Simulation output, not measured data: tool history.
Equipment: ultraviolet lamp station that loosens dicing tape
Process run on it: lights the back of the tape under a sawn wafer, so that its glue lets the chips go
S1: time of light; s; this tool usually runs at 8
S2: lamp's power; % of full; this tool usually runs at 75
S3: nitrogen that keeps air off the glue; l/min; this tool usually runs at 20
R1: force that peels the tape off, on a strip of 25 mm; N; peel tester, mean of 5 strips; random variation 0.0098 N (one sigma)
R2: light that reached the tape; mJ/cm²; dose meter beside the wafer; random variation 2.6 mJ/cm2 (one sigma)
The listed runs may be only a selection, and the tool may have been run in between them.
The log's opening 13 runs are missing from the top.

run,hour,S1,S2,S3,R1,R2
14,381.9,8,75,25,0.563,256
15,412.3,8,75,25,0.589,253
16,432.8,8,75,25,0.588,252
17,473,8,75,25,0.619,251
18,504.2,8,75,25,0.609,242
19,535.1,8,75,25,0.651,243
20,580.6,8,84,20,0.627,261
21,616.1,8,84,20,0.671,257
22,636.9,6,87,21,1.045,197
# hour 650.4: window cleaned of glue's vapour
23,664.4,6,87,21,0.81,229
24,692.3,6,87,7,1.704,225
25,724,6,87,36,0.623,219
26,769.8,6,87,16,1.044,214
27,793.4,6,64,16,1.779,155
28,833.2,8,78,16,0.852,254
29,862.7,8,77,19,0.716,250
30,900.5,8,77,19,0.794,241
31,929,8,61,7,2.238,189
32,949.7,11,69,9,0.97,289
33,994.9,8,71,6,2.111,212
34,1026.6,8,71,6,2.131,209
# hour 1060.8: window cleaned of glue's vapour
35,1066.7,8,62,8,1.773,208
36,1111.4,7,62,6,2.576,178

For run 37, what comes out?
37,1130.5,15,91,20,?,?

R1: 0.242 N
R2: 555 mJ/cm²
With no hidden state in the tool, this same run would have given R1 0.229 N, R2 744 mJ/cm².
